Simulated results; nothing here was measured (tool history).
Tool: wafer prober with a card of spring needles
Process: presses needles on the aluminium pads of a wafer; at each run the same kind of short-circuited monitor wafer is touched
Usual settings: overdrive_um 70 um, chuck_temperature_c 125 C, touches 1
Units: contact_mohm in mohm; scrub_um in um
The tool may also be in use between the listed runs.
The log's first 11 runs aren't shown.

{"day": 13.579, "done": "tips cleaned on abrasive film"}
{"day": 14.329, "done": "tips cleaned on abrasive film"}
{"run": 12, "day": 14.892, "overdrive_um": 50, "chuck_temperature_c": 48, "touches": 1, "contact_mohm": 470, "scrub_um": 7.35}
{"day": 15.054, "done": "tips cleaned on abrasive film"}
{"day": 15.754, "done": "tips cleaned on abrasive film"}
{"run": 13, "day": 16.242, "overdrive_um": 50, "chuck_temperature_c": 48, "touches": 1, "contact_mohm": 450, "scrub_um": 7.31}
{"day": 16.512, "done": "tips cleaned on abrasive film"}
{"run": 14, "day": 17.129, "overdrive_um": 70, "chuck_temperature_c": 125, "touches": 1, "contact_mohm": 353, "scrub_um": 10.32}
{"day": 17.208, "done": "tips cleaned on abrasive film"}
{"day": 17.925, "done": "tips cleaned on abrasive film"}
{"run": 15, "day": 18.5, "overdrive_um": 70, "chuck_temperature_c": 125, "touches": 2, "contact_mohm": 291, "scrub_um": 10.31}
{"day": 18.583, "done": "tips cleaned on abrasive film"}
{"day": 19.279, "done": "tips cleaned on abrasive film"}
{"day": 19.996, "done": "tips cleaned on abrasive film"}
{"run": 16, "day": 20.142, "overdrive_um": 70, "chuck_temperature_c": 125, "touches": 2, "contact_mohm": 248, "scrub_um": 10.26}
{"day": 20.692, "done": "tips cleaned on abrasive film"}
{"day": 21.467, "done": "tips cleaned on abrasive film"}
{"run": 17, "day": 21.725, "overdrive_um": 84, "chuck_temperature_c": 106, "touches": 2, "contact_mohm": 249, "scrub_um": 12.29}
{"day": 22.254, "done": "tips cleaned on abrasive film"}
{"run": 18, "day": 22.762, "overdrive_um": 84, "chuck_temperature_c": 106, "touches": 2, "contact_mohm": 268, "scrub_um": 12.3}
{"day": 22.95, "done": "tips cleaned on abrasive film"}
{"day": 23.679, "done": "tips cleaned on abrasive film"}
{"run": 19, "day": 24.125, "overdrive_um": 61, "chuck_temperature_c": 78, "touches": 2, "contact_mohm": 309, "scrub_um": 8.82}
{"day": 24.371, "done": "tips cleaned on abrasive film"}
{"day": 25.054, "done": "tips cleaned on abrasive film"}
{"run": 20, "day": 25.529, "overdrive_um": 87, "chuck_temperature_c": 35, "touches": 1, "contact_mohm": 298, "scrub_um": 12.69}
{"day": 25.725, "done": "tips cleaned on abrasive film"}
{"run": 21, "day": 26.329, "overdrive_um": 63, "chuck_temperature_c": 125, "touches": 2, "contact_mohm": 326, "scrub_um": 9.06}
{"day": 26.454, "done": "tips cleaned on abrasive film"}
{"day": 27.154, "done": "tips cleaned on abrasive film"}
{"day": 27.721, "done": "height of the first contact set anew"}
{"run": 22, "day": 27.721, "overdrive_um": 70, "chuck_temperature_c": 70, "touches": 1, "contact_mohm": 345, "scrub_um": 10.52}
{"day": 27.842, "done": "tips cleaned on abrasive film"}
{"day": 28.608, "done": "tips cleaned on abrasive film"}
{"day": 29.283, "done": "tips cleaned on abrasive film"}
{"run": 23, "day": 29.283, "overdrive_um": 50, "chuck_temperature_c": 75, "touches": 3, "contact_mohm": 223, "scrub_um": 7.49}
{"day": 30.062, "done": "tips cleaned on abrasive film"}
{"run": 24, "day": 30.696, "overdrive_um": 72, "chuck_temperature_c": 105, "touches": 2, "contact_mohm": 292, "scrub_um": 10.79}
{"day": 30.817, "done": "tips cleaned on abrasive film"}
{"day": 31.538, "done": "tips cleaned on abrasive film"}
{"run": 25, "day": 32.108, "overdrive_um": 73, "chuck_temperature_c": 105, "touches": 2, "contact_mohm": 295, "scrub_um": 10.94}
{"day": 32.2, "done": "tips cleaned on abrasive film"}
{"day": 32.988, "done": "tips cleaned on abrasive film"}
{"day": 33.733, "done": "tips cleaned on abrasive film"}
{"run": 26, "day": 33.8, "overdrive_um": 55, "chuck_temperature_c": 27, "touches": 3, "contact_mohm": 225, "scrub_um": 8.13}
{"day": 34.504, "done": "tips cleaned on abrasive film"}
{"run": 27, "day": 34.712, "overdrive_um": 66, "chuck_temperature_c": 35, "touches": 2, "contact_mohm": 260, "scrub_um": 9.79}
{"day": 35.246, "done": "tips cleaned on abrasive film"}
{"day": 35.938, "done": "tips cleaned on abrasive film"}
{"run": 28, "day": 36.392, "overdrive_um": 66, "chuck_temperature_c": 35, "touches": 2, "contact_mohm": 287, "scrub_um": 9.76}
{"day": 36.633, "done": "tips cleaned on abrasive film"}
{"day": 37.362, "done": "tips cleaned on abrasive film"}
{"run": 29, "day": 37.417, "overdrive_um": 78, "chuck_temperature_c": 55, "touches": 1, "contact_mohm": 226, "scrub_um": 11.53}
{"day": 38.158, "done": "tips cleaned on abrasive film"}
{"run": 30, "day": 38.812, "overdrive_um": 76, "chuck_temperature_c": 120, "touches": 2, "contact_mohm": 286, "scrub_um": 11.22}
{"day": 38.942, "done": "tips cleaned on abrasive film"}
{"run": 31, "day": 39.567, "overdrive_um": 70, "chuck_temperature_c": 125, "touches": 2, "contact_mohm": 300, "scrub_um": 10.31}

Forecast each of these 3 alternatives for the next run:
{"day": 39.704, "done": "tips cleaned on abrasive film"}
{"day": 40.421, "done": "tips cleaned on abrasive film"}
{"run": "A", "day": 41.033, "overdrive_um": 70, "chuck_temperature_c": 30, "touches": 1, "contact_mohm": "?", "scrub_um": "?"}
{"day": 39.704, "done": "tips cleaned on abrasive film"}
{"day": 40.421, "done": "tips cleaned on abrasive film"}
{"run": "B", "day": 41.033, "overdrive_um": 70, "chuck_temperature_c": 85, "touches": 3, "contact_mohm": "?", "scrub_um": "?"}
{"day": 39.704, "done": "tips cleaned on abrasive film"}
{"day": 40.421, "done": "tips cleaned on abrasive film"}
{"run": "C", "day": 41.033, "overdrive_um": 70, "chuck_temperature_c": 125, "touches": 2, "contact_mohm": "?", "scrub_um": "?"}

run=A contact_mohm=356 scrub_um=10.28
run=B contact_mohm=267 scrub_um=10.26
run=C contact_mohm=305 scrub_um=10.26
Without the tool's hidden state the same runs would have given:
run=A contact_mohm=189 scrub_um=10.55
run=B contact_mohm=208 scrub_um=10.54
run=C contact_mohm=216 scrub_um=10.53
